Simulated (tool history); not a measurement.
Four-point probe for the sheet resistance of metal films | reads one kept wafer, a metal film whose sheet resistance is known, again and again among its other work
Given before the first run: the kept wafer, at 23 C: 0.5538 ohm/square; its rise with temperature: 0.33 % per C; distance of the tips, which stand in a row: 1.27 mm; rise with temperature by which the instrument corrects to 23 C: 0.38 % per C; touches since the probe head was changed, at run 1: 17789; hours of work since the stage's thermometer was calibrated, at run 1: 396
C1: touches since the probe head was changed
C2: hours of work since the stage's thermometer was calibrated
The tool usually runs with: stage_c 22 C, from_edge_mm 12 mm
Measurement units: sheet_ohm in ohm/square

run 1 day=0 | stage_c=22 from_edge_mm=12 | C1=17789 C2=396 | sheet_ohm=0.555575
run 2 day=0.442 | stage_c=22 from_edge_mm=12 | C1=18117 C2=401 | sheet_ohm=0.555368
run 3 day=1.258 | stage_c=22 from_edge_mm=12 | C1=18722 C2=410 | sheet_ohm=0.555426
run 4 day=1.75 | stage_c=22 from_edge_mm=12 | C1=19085 C2=415 | sheet_ohm=0.555267
run 5 day=2.517 | stage_c=22 from_edge_mm=3 | C1=19652 C2=423 | sheet_ohm=0.600393
run 6 day=3.308 | stage_c=22 from_edge_mm=12 | C1=20239 C2=431 | sheet_ohm=0.555594
run 7 day=3.925 | stage_c=19 from_edge_mm=12 | C1=20697 C2=437 | sheet_ohm=0.556184
run 8 day=4.35 | stage_c=31 from_edge_mm=12 | C1=21011 C2=442 | sheet_ohm=0.55321
run 9 day=4.717 | stage_c=31 from_edge_mm=12 | C1=21281 C2=446 | sheet_ohm=0.55325
run 10 day=5.308 | stage_c=22 from_edge_mm=12 | C1=21718 C2=452 | sheet_ohm=0.555425
run 11 day=5.958 | stage_c=28 from_edge_mm=12 | C1=22200 C2=459 | sheet_ohm=0.553951
run 12 day=6.654 | stage_c=22 from_edge_mm=12 | C1=22715 C2=466 | sheet_ohm=0.555692
run 13 day=7.3 | stage_c=22 from_edge_mm=8 | C1=23193 C2=473 | sheet_ohm=0.559769
run 14 day=7.675 | stage_c=22 from_edge_mm=8 | C1=23471 C2=477 | sheet_ohm=0.559691
run 15 day=8.304 | stage_c=22 from_edge_mm=8 | C1=23936 C2=483 | sheet_ohm=0.559735
run 16 day=8.875 | stage_c=22 from_edge_mm=8 | C1=24361 C2=489 | sheet_ohm=0.559784
run 17 day=9.312 | stage_c=22 from_edge_mm=8 | C1=24684 C2=494 | sheet_ohm=0.559576
run 18 day=9.679 | stage_c=22 from_edge_mm=12 | C1=24954 C2=498 | sheet_ohm=0.55571
run 19 day=10.325 | stage_c=22 from_edge_mm=12 | C1=25434 C2=504 | sheet_ohm=0.555785
run 20 day=10.696 | stage_c=22 from_edge_mm=12 | C1=25707 C2=508 | sheet_ohm=0.555649
run 21 day=11.246 | stage_c=22 from_edge_mm=12 | C1=26114 C2=514 | sheet_ohm=0.555496
run 22 day=11.704 | stage_c=32 from_edge_mm=12 | C1=26454 C2=519 | sheet_ohm=0.553158
run 23 day=12.138 | stage_c=33 from_edge_mm=12 | C1=26776 C2=523 | sheet_ohm=0.55272
run 24 day=12.717 | stage_c=23 from_edge_mm=17 | C1=27205 C2=530 | sheet_ohm=0.553909
run 25 day=13.579 | stage_c=23 from_edge_mm=17 | C1=27844 C2=539 | sheet_ohm=0.553892
run 26 day=14.238 | stage_c=23 from_edge_mm=17 | C1=28329 C2=545 | sheet_ohm=0.553708
run 27 day=14.738 | stage_c=23 from_edge_mm=17 | C1=28699 C2=551 | sheet_ohm=0.553886
run 28 day=15.129 | stage_c=19 from_edge_mm=45 | C1=28991 C2=555 | sheet_ohm=0.553555
run 29 day=15.717 | stage_c=19 from_edge_mm=14 | C1=29424 C2=561 | sheet_ohm=0.555899
run 30 day=16.454 | stage_c=28 from_edge_mm=14 | C1=29970 C2=569 | sheet_ohm=0.553255
run 31 day=16.825 | stage_c=34 from_edge_mm=8 | C1=30245 C2=573 | sheet_ohm=0.556847
run 32 day=17.279 | stage_c=34 from_edge_mm=14 | C1=30582 C2=577 | sheet_ohm=0.551866
-- day=17.338 stage's thermometer calibrated
run 33 day=17.933 | stage_c=20 from_edge_mm=13 | C1=31049 C2=6 | sheet_ohm=0.556357
run 34 day=18.346 | stage_c=20 from_edge_mm=13 | C1=31355 C2=11 | sheet_ohm=0.556051
run 35 day=18.804 | stage_c=23 from_edge_mm=32 | C1=31695 C2=15 | sheet_ohm=0.553184
-- day=19.05 stage's thermometer calibrated, once more
run 36 day=19.458 | stage_c=30 from_edge_mm=15 | C1=32163 C2=4 | sheet_ohm=0.552311
run 37 day=20.05 | stage_c=30 from_edge_mm=15 | C1=32602 C2=10 | sheet_ohm=0.552194
run 38 day=20.738 | stage_c=30 from_edge_mm=15 | C1=33111 C2=18 | sheet_ohm=0.552159
run 39 day=21.6 | stage_c=30 from_edge_mm=15 | C1=33749 C2=27 | sheet_ohm=0.552253
run 40 day=21.946 | stage_c=31 from_edge_mm=18 | C1=34006 C2=30 | sheet_ohm=0.551343
run 41 day=22.5 | stage_c=24 from_edge_mm=5 | C1=34416 C2=36 | sheet_ohm=0.57022
run 42 day=23.258 | stage_c=24 from_edge_mm=5 | C1=34977 C2=44 | sheet_ohm=0.57024
run 43 day=23.746 | stage_c=23 from_edge_mm=5 | C1=35339 C2=49 | sheet_ohm=0.570461
run 44 day=24.221 | stage_c=23 from_edge_mm=5 | C1=35692 C2=54 | sheet_ohm=0.570502
run 45 day=24.592 | stage_c=30 from_edge_mm=12 | C1=35964 C2=58 | sheet_ohm=0.553869

Alternative continuations, all from the tool just after run 45; predict every row:
run A day=25.192 | stage_c=30 from_edge_mm=17 | C1=36408 C2=64 | sheet_ohm=?
run B day=25.192 | stage_c=32 from_edge_mm=40 | C1=36408 C2=64 | sheet_ohm=?
run C day=25.192 | stage_c=28 from_edge_mm=16 | C1=36408 C2=64 | sheet_ohm=?

run=A sheet_ohm=0.551905
run=B sheet_ohm=0.549943
run=C sheet_ohm=0.552676
With the hidden condition removed and each run's random variation left untouched, the same runs would have given:
run=A sheet_ohm=0.553693
run=B sheet_ohm=0.551724
run=C sheet_ohm=0.554466
